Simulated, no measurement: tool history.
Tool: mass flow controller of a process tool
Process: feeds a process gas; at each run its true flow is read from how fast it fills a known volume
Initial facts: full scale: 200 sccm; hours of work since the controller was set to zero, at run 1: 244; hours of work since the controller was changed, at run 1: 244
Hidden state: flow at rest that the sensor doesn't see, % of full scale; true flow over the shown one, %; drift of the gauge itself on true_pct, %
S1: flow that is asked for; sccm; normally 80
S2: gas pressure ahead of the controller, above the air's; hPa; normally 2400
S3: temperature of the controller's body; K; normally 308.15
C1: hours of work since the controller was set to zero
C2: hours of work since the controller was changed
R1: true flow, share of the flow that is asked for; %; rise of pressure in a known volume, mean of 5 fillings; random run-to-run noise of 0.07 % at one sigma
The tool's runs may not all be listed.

run 1 day=0 | S1=80 S2=2400 S3=308.15 | C1=244 C2=244 | R1=99.14
run 2 day=6.275 | S1=80 S2=2400 S3=308.15 | C1=309 C2=309 | R1=99.15
run 3 day=14.162 | S1=106 S2=2400 S3=308.15 | C1=391 C2=391 | R1=99.41
run 4 day=22.067 | S1=80 S2=2400 S3=308.15 | C1=472 C2=472 | R1=99.14
run 5 day=30.108 | S1=80 S2=2400 S3=308.15 | C1=555 C2=555 | R1=99.14
run 6 day=37.267 | S1=80 S2=2400 S3=308.15 | C1=629 C2=629 | R1=99.16
run 7 day=42.538 | S1=80 S2=2400 S3=308.15 | C1=684 C2=684 | R1=99.13
run 8 day=46.121 | S1=80 S2=2400 S3=298.15 | C1=721 C2=721 | R1=98.12
run 9 day=49.896 | S1=80 S2=2400 S3=298.15 | C1=760 C2=760 | R1=98.13
run 10 day=53.492 | S1=80 S2=1810 S3=298.15 | C1=797 C2=797 | R1=98.54
run 11 day=61.621 | S1=80 S2=1810 S3=298.15 | C1=881 C2=881 | R1=98.53
run 12 day=64.983 | S1=80 S2=1810 S3=298.15 | C1=916 C2=916 | R1=98.67
run 13 day=69.35 | S1=80 S2=1810 S3=298.15 | C1=961 C2=961 | R1=98.59
run 14 day=75.862 | S1=80 S2=1810 S3=298.15 | C1=1028 C2=1028 | R1=98.58
-- day=76.454 controller's zero set anew
run 15 day=82.692 | S1=80 S2=2400 S3=308.15 | C1=64 C2=1098 | R1=99.15
run 16 day=88.596 | S1=80 S2=2400 S3=308.15 | C1=125 C2=1159 | R1=99.32
-- day=91.412 controller's zero set anew, once more
run 17 day=93.242 | S1=80 S2=2400 S3=308.15 | C1=19 C2=1207 | R1=99.3
run 18 day=99.525 | S1=80 S2=2400 S3=296.15 | C1=84 C2=1272 | R1=98.09
run 19 day=104.567 | S1=80 S2=2400 S3=303.15 | C1=136 C2=1324 | R1=98.89
run 20 day=111.442 | S1=80 S2=2400 S3=303.15 | C1=207 C2=1395 | R1=98.91
run 21 day=119.05 | S1=80 S2=2400 S3=303.15 | C1=285 C2=1474 | R1=98.75
run 22 day=124.862 | S1=164 S2=2400 S3=309.15 | C1=346 C2=1534 | R1=100.99
run 23 day=131.55 | S1=37 S2=1720 S3=293.15 | C1=415 C2=1603 | R1=97.37
run 24 day=138.612 | S1=113 S2=2300 S3=306.15 | C1=487 C2=1676 | R1=99.74
run 25 day=143.658 | S1=37 S2=1480 S3=293.15 | C1=540 C2=1728 | R1=97.64
run 26 day=148.788 | S1=37 S2=1480 S3=293.15 | C1=593 C2=1781 | R1=97.61
run 27 day=154.454 | S1=31 S2=2340 S3=312.15 | C1=651 C2=1839 | R1=98.67
run 28 day=157.896 | S1=31 S2=2340 S3=312.15 | C1=687 C2=1875 | R1=98.65
run 29 day=161.367 | S1=129 S2=2400 S3=308.15 | C1=723 C2=1911 | R1=100.46
run 30 day=166.796 | S1=51 S2=2350 S3=294.15 | C1=779 C2=1967 | R1=97.4
run 31 day=172.275 | S1=70 S2=1630 S3=303.15 | C1=835 C2=2023 | R1=99.24
run 32 day=179.658 | S1=50 S2=1550 S3=308.15 | C1=911 C2=2100 | R1=99.42
run 33 day=184.329 | S1=51 S2=1750 S3=297.15 | C1=960 C2=2148 | R1=98.13
run 34 day=189.796 | S1=68 S2=2400 S3=309.15 | C1=1016 C2=2204 | R1=99.37
run 35 day=194.625 | S1=80 S2=1720 S3=294.15 | C1=1066 C2=2254 | R1=98.53
run 36 day=202.1 | S1=164 S2=2400 S3=302.15 | C1=1143 C2=2331 | R1=100.37
run 37 day=206.483 | S1=164 S2=2400 S3=302.15 | C1=1188 C2=2377 | R1=100.4
run 38 day=213.217 | S1=98 S2=2400 S3=309.15 | C1=1258 C2=2446 | R1=100.05
run 39 day=220.783 | S1=98 S2=2400 S3=309.15 | C1=1336 C2=2524 | R1=100.02
run 40 day=224.438 | S1=98 S2=2400 S3=309.15 | C1=1374 C2=2562 | R1=100.11
run 41 day=230.354 | S1=80 S2=1780 S3=298.15 | C1=1435 C2=2623 | R1=98.97
run 42 day=233.875 | S1=107 S2=1780 S3=312.15 | C1=1471 C2=2660 | R1=100.96

Consider 4 possible next runs. They are alternatives, not a sequence: every one starts from the tool as it was left by run 42. What does each give?
run A day=237.542 | S1=66 S2=1830 S3=303.15 | C1=1509 C2=2697 | R1=?
run B day=237.542 | S1=92 S2=1750 S3=306.15 | C1=1509 C2=2697 | R1=?
run C day=237.542 | S1=80 S2=2500 S3=306.15 | C1=1509 C2=2697 | R1=?
run D day=237.542 | S1=76 S2=2300 S3=312.15 | C1=1509 C2=2697 | R1=?

run=A R1=99.12
run=B R1=100.17
run=C R1=99.27
run=D R1=99.92
The same runs, with their run-to-run variation unchanged, on a tool lacking any hidden condition would have given:
run=A R1=98.44
run=B R1=99.39
run=C R1=98.53
run=D R1=99.19
